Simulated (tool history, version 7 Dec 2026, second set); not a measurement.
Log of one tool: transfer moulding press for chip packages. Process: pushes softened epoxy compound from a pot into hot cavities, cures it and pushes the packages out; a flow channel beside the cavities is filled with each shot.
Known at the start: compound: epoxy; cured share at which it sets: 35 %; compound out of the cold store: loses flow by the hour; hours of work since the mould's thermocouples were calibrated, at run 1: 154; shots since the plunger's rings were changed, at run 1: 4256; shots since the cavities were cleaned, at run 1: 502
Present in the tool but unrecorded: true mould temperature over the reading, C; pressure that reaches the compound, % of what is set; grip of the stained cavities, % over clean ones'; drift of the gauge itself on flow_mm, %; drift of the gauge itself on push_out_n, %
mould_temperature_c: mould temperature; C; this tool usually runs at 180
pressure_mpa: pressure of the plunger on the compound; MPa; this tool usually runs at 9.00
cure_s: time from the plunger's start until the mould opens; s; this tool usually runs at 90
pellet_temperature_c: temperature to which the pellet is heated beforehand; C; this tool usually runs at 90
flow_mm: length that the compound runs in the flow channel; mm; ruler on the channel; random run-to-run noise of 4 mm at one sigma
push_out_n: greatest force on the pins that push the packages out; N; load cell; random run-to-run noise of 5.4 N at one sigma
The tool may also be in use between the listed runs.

run	hour	mould_temperature_c	pressure_mpa	cure_s	pellet_temperature_c	hours of work since the mould's thermocouples were calibrated	shots since the plunger's rings were changed	shots since the cavities were cleaned	incoming compound's hours out of the cold store	flow_mm	push_out_n
1	0.0	180	9.00	90	90	154	4256	502	13.5	877	375
2	28.1	180	9.00	90	90	175	4691	937	44.3	815	391
# hour 36.1: cavities cleaned with cleaning compound and waxed
# hour 45.3: plunger's sealing rings changed
3	80.6	180	9.00	90	82	211	548	651	33.7	895	433
# hour 108.0: cavities cleaned with cleaning compound and waxed
4	123.6	180	9.00	90	90	241	1190	241	22.6	906	294
5	150.1	180	9.00	90	92	261	1601	652	32.8	883	378
# hour 176.6: cavities cleaned with cleaning compound and waxed
6	188.4	180	9.00	90	92	288	2170	182	31.0	877	279
# hour 216.0: cavities cleaned with cleaning compound and waxed, once more
7	227.5	180	9.00	90	92	315	2753	178	26.3	866	267
8	273.9	180	9.00	90	92	349	3472	897	8.7	891	403
# hour 283.9: cavities cleaned with cleaning compound and waxed
# hour 297.1: mould's thermocouples calibrated
9	323.3	180	8.87	90	92	19	4182	578	46.9	812	365
# hour 353.5: cavities cleaned with cleaning compound and waxed
10	354.6	176	10.26	73	82	41	4645	18	37.7	898	406

Run 11 is up next; what results do you expect?
# hour 372.2: plunger's sealing rings changed
11	384.1	184	9.41	117	84	61	184	436	10.0	?	?

Run 11 yielded flow_mm 941 mm, push_out_n 311 N.
With the hidden condition absent and the run-to-run variation left alone, this run would have shown flow_mm 947 mm, push_out_n 160 N.
